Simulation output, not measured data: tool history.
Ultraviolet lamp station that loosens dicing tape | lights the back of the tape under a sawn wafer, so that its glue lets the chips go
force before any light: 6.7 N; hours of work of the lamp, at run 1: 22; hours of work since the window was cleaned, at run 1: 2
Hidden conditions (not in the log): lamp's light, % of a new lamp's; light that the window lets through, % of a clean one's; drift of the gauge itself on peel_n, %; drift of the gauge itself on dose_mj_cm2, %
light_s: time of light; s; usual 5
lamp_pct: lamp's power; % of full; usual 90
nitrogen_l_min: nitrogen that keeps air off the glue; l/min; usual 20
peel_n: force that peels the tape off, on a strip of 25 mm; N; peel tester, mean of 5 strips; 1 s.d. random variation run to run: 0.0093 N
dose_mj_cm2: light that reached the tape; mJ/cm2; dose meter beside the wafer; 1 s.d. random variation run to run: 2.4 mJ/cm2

| run | hour | light_s | lamp_pct | nitrogen_l_min | hours of work of the lamp | hours of work since the window was cleaned | peel_n | dose_mj_cm2 |
|---|---|---|---|---|---|---|---|---|
| 1 | 0.0 | 5 | 90 | 20 | 22 | 2 | 0.398 | 247 |
| 2 | 9.9 | 5 | 90 | 20 | 29 | 8 | 0.399 | 251 |
| 3 | 21.5 | 5 | 88 | 20 | 37 | 16 | 0.402 | 243 |
| 4 | 37.2 | 5 | 88 | 20 | 47 | 27 | 0.408 | 247 |
| 5 | 52.9 | 5 | 88 | 20 | 58 | 37 | 0.420 | 243 |
| 6 | 69.3 | 5 | 88 | 20 | 69 | 48 | 0.428 | 243 |
| 7 | 86.8 | 5 | 68 | 20 | 80 | 60 | 0.646 | 187 |
| 8 | 101.9 | 5 | 68 | 20 | 91 | 70 | 0.635 | 188 |
| 9 | 119.9 | 3 | 90 | 20 | 103 | 82 | 0.982 | 148 |
| 10 | 132.9 | 3 | 90 | 20 | 111 | 91 | 0.948 | 149 |
| 11 | 144.3 | 3 | 81 | 20 | 119 | 98 | 1.118 | 135 |
| 12 | 157.1 | 5 | 90 | 20 | 127 | 107 | 0.421 | 249 |
| 13 | 165.8 | 5 | 90 | 20 | 133 | 113 | 0.394 | 246 |
| 14 | 182.9 | 5 | 90 | 28 | 145 | 124 | 0.339 | 247 |
| 15 | 190.8 | 5 | 90 | 28 | 150 | 129 | 0.339 | 246 |
| 16 | 208.2 | 5 | 90 | 28 | 162 | 141 | 0.334 | 247 |
| 17 | 225.6 | 5 | 90 | 28 | 173 | 153 | 0.320 | 252 |
| 18 | 244.6 | 5 | 94 | 20 | 186 | 165 | 0.369 | 258 |
| 19 | 261.5 | 5 | 94 | 20 | 197 | 177 | 0.371 | 259 |
| 20 | 275.4 | 5 | 94 | 20 | 207 | 186 | 0.384 | 259 |
| 21 | 287.6 | 5 | 94 | 20 | 215 | 194 | 0.378 | 262 |
| 22 | 295.4 | 5 | 94 | 20 | 220 | 199 | 0.351 | 257 |
| 23 | 306.1 | 5 | 90 | 20 | 227 | 206 | 0.388 | 249 |
| 24 | 315.0 | 5 | 90 | 20 | 233 | 212 | 0.381 | 250 |
| 25 | 333.6 | 7 | 74 | 9 | 245 | 225 | 0.560 | 286 |
| 26 | 343.0 | 7 | 74 | 9 | 252 | 231 | 0.572 | 285 |
| 27 | 356.9 | 10 | 62 | 9 | 261 | 240 | 0.407 | 342 |
| 28 | 364.6 | 5 | 90 | 6 | 266 | 246 | 0.992 | 248 |
| 29 | 374.2 | 3 | 79 | 29 | 273 | 252 | 0.906 | 133 |
| 30 | 387.8 | 3 | 91 | 25 | 282 | 261 | 0.788 | 147 |
| 31 | 396.3 | 3 | 79 | 20 | 287 | 267 | 1.176 | 131 |
| 32 | 405.7 | 6 | 79 | 7 | 294 | 273 | 0.771 | 258 |
| 33 | 417.1 | 3 | 65 | 15 | 301 | 281 | 1.812 | 108 |
| 34 | 432.4 | 6 | 78 | 7 | 312 | 291 | 0.821 | 258 |
| 35 | 447.5 | 6 | 91 | 20 | 322 | 301 | 0.300 | 299 |
| 36 | 460.1 | 6 | 91 | 31 | 330 | 309 | 0.266 | 303 |
| 37 | 468.8 | 6 | 91 | 31 | 336 | 315 | 0.264 | 300 |
| 38 | 480.3 | 6 | 91 | 31 | 344 | 323 | 0.268 | 301 |
| 39 | 493.0 | 3 | 74 | 8 | 352 | 331 | 2.202 | 123 |
| 40 | 503.2 | 2 | 93 | 8 | 359 | 338 | 2.552 | 102 |
|  | 509.2 | window cleaned of glue's vapour |
| 41 | 520.4 | 2 | 93 | 8 | 370 | 7 | 2.626 | 101 |
| 42 | 539.0 | 2 | 93 | 8 | 383 | 20 | 2.532 | 100 |
| 43 | 547.7 | 2 | 93 | 8 | 388 | 26 | 2.583 | 104 |
| 44 | 557.2 | 2 | 93 | 8 | 395 | 32 | 2.600 | 101 |
| 45 | 571.3 | 2 | 93 | 8 | 404 | 42 | 2.591 | 98 |

Each row is a separate what-if for the run after 45, all from the same tool condition, not one after another. Results?
| A | 585.4 | 3 | 93 | 32 | 414 | 51 | ? | ? |
| B | 585.4 | 5 | 90 | 21 | 414 | 51 | ? | ? |
| C | 585.4 | 3 | 81 | 15 | 414 | 51 | ? | ? |

| run | peel_n | dose_mj_cm2 |
|---|---|---|
| A | 0.631 | 153 |
| B | 0.387 | 248 |
| C | 1.291 | 130 |
With no hidden state in the tool, these same runs would have given:
| run | peel_n | dose_mj_cm2 |
|---|---|---|
| A | 0.629 | 154 |
| B | 0.386 | 248 |
| C | 1.288 | 130 |
